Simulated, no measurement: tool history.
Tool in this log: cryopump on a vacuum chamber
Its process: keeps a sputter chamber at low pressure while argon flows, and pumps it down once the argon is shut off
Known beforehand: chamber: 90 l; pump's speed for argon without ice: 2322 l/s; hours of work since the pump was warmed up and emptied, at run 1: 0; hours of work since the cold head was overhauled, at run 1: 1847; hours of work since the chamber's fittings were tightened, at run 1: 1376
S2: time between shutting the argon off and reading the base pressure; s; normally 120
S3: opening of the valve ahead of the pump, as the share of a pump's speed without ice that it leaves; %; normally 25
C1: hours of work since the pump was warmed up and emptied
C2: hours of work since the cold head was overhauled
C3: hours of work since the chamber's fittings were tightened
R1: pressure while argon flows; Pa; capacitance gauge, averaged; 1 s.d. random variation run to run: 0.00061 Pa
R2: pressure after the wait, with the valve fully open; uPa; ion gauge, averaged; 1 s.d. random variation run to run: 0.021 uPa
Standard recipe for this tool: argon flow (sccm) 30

{"run": 1, "hour": 0.0, "argon flow (sccm)": 30, "S2": 120, "S3": 25, "C1": 0, "C2": 1847, "C3": 1376, "R1": 0.0866, "R2": 1.03}
{"run": 2, "hour": 76.8, "argon flow (sccm)": 15, "S2": 120, "S3": 25, "C1": 45, "C2": 1893, "C3": 1421, "R1": 0.0445, "R2": 1.04}
{"run": 3, "hour": 140.7, "argon flow (sccm)": 30, "S2": 120, "S3": 25, "C1": 83, "C2": 1931, "C3": 1459, "R1": 0.0891, "R2": 1.08}
{"run": 4, "hour": 194.9, "argon flow (sccm)": 30, "S2": 120, "S3": 25, "C1": 115, "C2": 1963, "C3": 1491, "R1": 0.0889, "R2": 1.11}
{"hour": 256.2, "done": "leaking fittings of the chamber tightened, without venting"}
{"run": 5, "hour": 264.4, "argon flow (sccm)": 30, "S2": 120, "S3": 25, "C1": 155, "C2": 2003, "C3": 5, "R1": 0.0899, "R2": 0.52}
{"run": 6, "hour": 306.2, "argon flow (sccm)": 30, "S2": 120, "S3": 25, "C1": 180, "C2": 2027, "C3": 30, "R1": 0.0893, "R2": 0.49}
{"run": 7, "hour": 381.2, "argon flow (sccm)": 30, "S2": 120, "S3": 25, "C1": 224, "C2": 2072, "C3": 74, "R1": 0.0908, "R2": 0.51}
{"run": 8, "hour": 463.8, "argon flow (sccm)": 30, "S2": 86, "S3": 25, "C1": 273, "C2": 2121, "C3": 123, "R1": 0.0921, "R2": 0.68}
{"run": 9, "hour": 498.5, "argon flow (sccm)": 30, "S2": 120, "S3": 25, "C1": 294, "C2": 2141, "C3": 143, "R1": 0.0906, "R2": 0.53}
{"run": 10, "hour": 541.9, "argon flow (sccm)": 30, "S2": 120, "S3": 31, "C1": 320, "C2": 2167, "C3": 169, "R1": 0.0749, "R2": 0.55}
{"run": 11, "hour": 597.0, "argon flow (sccm)": 30, "S2": 120, "S3": 31, "C1": 352, "C2": 2199, "C3": 202, "R1": 0.0758, "R2": 0.57}
{"run": 12, "hour": 647.6, "argon flow (sccm)": 30, "S2": 120, "S3": 31, "C1": 382, "C2": 2229, "C3": 232, "R1": 0.0754, "R2": 0.65}
{"run": 13, "hour": 685.3, "argon flow (sccm)": 30, "S2": 27, "S3": 25, "C1": 404, "C2": 2252, "C3": 254, "R1": 0.0935, "R2": 1.72}
{"run": 14, "hour": 728.9, "argon flow (sccm)": 30, "S2": 27, "S3": 25, "C1": 430, "C2": 2277, "C3": 280, "R1": 0.0945, "R2": 1.79}
{"run": 15, "hour": 807.5, "argon flow (sccm)": 30, "S2": 27, "S3": 25, "C1": 477, "C2": 2324, "C3": 326, "R1": 0.0953, "R2": 1.73}
{"run": 16, "hour": 862.6, "argon flow (sccm)": 30, "S2": 27, "S3": 25, "C1": 509, "C2": 2357, "C3": 359, "R1": 0.0958, "R2": 1.77}
{"run": 17, "hour": 931.5, "argon flow (sccm)": 30, "S2": 120, "S3": 25, "C1": 550, "C2": 2397, "C3": 400, "R1": 0.0963, "R2": 0.78}
{"hour": 1009.7, "done": "pump warmed up, emptied and cooled again"}
{"run": 18, "hour": 1013.6, "argon flow (sccm)": 14, "S2": 51, "S3": 51, "C1": 2, "C2": 2443, "C3": 445, "R1": 0.0203, "R2": 1.08}
{"run": 19, "hour": 1073.9, "argon flow (sccm)": 22, "S2": 92, "S3": 43, "C1": 38, "C2": 2479, "C3": 481, "R1": 0.0383, "R2": 0.75}
{"run": 20, "hour": 1116.3, "argon flow (sccm)": 19, "S2": 43, "S3": 22, "C1": 63, "C2": 2504, "C3": 506, "R1": 0.064, "R2": 1.26}
{"run": 21, "hour": 1179.2, "argon flow (sccm)": 13, "S2": 287, "S3": 25, "C1": 100, "C2": 2541, "C3": 543, "R1": 0.0381, "R2": 0.53}
{"run": 22, "hour": 1236.6, "argon flow (sccm)": 13, "S2": 287, "S3": 25, "C1": 134, "C2": 2575, "C3": 577, "R1": 0.0396, "R2": 0.58}
{"run": 23, "hour": 1283.4, "argon flow (sccm)": 21, "S2": 80, "S3": 31, "C1": 162, "C2": 2603, "C3": 605, "R1": 0.051, "R2": 0.92}
{"run": 24, "hour": 1350.1, "argon flow (sccm)": 30, "S2": 120, "S3": 33, "C1": 201, "C2": 2642, "C3": 644, "R1": 0.0684, "R2": 0.75}
{"run": 25, "hour": 1392.2, "argon flow (sccm)": 30, "S2": 25, "S3": 49, "C1": 226, "C2": 2667, "C3": 669, "R1": 0.0484, "R2": 1.94}
{"run": 26, "hour": 1460.9, "argon flow (sccm)": 30, "S2": 64, "S3": 50, "C1": 267, "C2": 2708, "C3": 710, "R1": 0.0479, "R2": 1.12}
{"run": 27, "hour": 1517.5, "argon flow (sccm)": 31, "S2": 64, "S3": 41, "C1": 301, "C2": 2741, "C3": 744, "R1": 0.0605, "R2": 1.2}
{"run": 28, "hour": 1586.6, "argon flow (sccm)": 31, "S2": 64, "S3": 41, "C1": 341, "C2": 2782, "C3": 784, "R1": 0.061, "R2": 1.23}
{"run": 29, "hour": 1637.9, "argon flow (sccm)": 31, "S2": 208, "S3": 41, "C1": 372, "C2": 2812, "C3": 815, "R1": 0.0629, "R2": 0.78}
{"run": 30, "hour": 1691.6, "argon flow (sccm)": 17, "S2": 62, "S3": 21, "C1": 404, "C2": 2844, "C3": 847, "R1": 0.0623, "R2": 1.24}
{"run": 31, "hour": 1737.0, "argon flow (sccm)": 30, "S2": 47, "S3": 25, "C1": 430, "C2": 2871, "C3": 873, "R1": 0.0953, "R2": 1.51}
{"run": 32, "hour": 1783.4, "argon flow (sccm)": 43, "S2": 179, "S3": 48, "C1": 458, "C2": 2899, "C3": 901, "R1": 0.0756, "R2": 0.87}
{"run": 33, "hour": 1826.8, "argon flow (sccm)": 26, "S2": 162, "S3": 18, "C1": 484, "C2": 2924, "C3": 927, "R1": 0.1142, "R2": 0.92}

4 ways to go on from here, each from the tool as it stands after run 33. What would each give?
{"run": "A", "hour": 1890.1, "argon flow (sccm)": 45, "S2": 185, "S3": 25, "C1": 521, "C2": 2962, "C3": 964, "R1": "?", "R2": "?"}
{"run": "B", "hour": 1890.1, "argon flow (sccm)": 15, "S2": 51, "S3": 18, "C1": 521, "C2": 2962, "C3": 964, "R1": "?", "R2": "?"}
{"run": "C", "hour": 1890.1, "argon flow (sccm)": 30, "S2": 48, "S3": 25, "C1": 521, "C2": 2962, "C3": 964, "R1": "?", "R2": "?"}
{"run": "D", "hour": 1890.1, "argon flow (sccm)": 26, "S2": 241, "S3": 18, "C1": 521, "C2": 2962, "C3": 964, "R1": "?", "R2": "?"}

run=A R1=0.1458 R2=0.94
run=B R1=0.0653 R2=1.49
run=C R1=0.0969 R2=1.58
run=D R1=0.1134 R2=0.98
The same runs, with their run-to-run variation unchanged, on a tool lacking any hidden condition would have given:
run=A R1=0.1315 R2=0.30
run=B R1=0.0606 R2=0.85
run=C R1=0.0874 R2=0.91
run=D R1=0.1053 R2=0.31
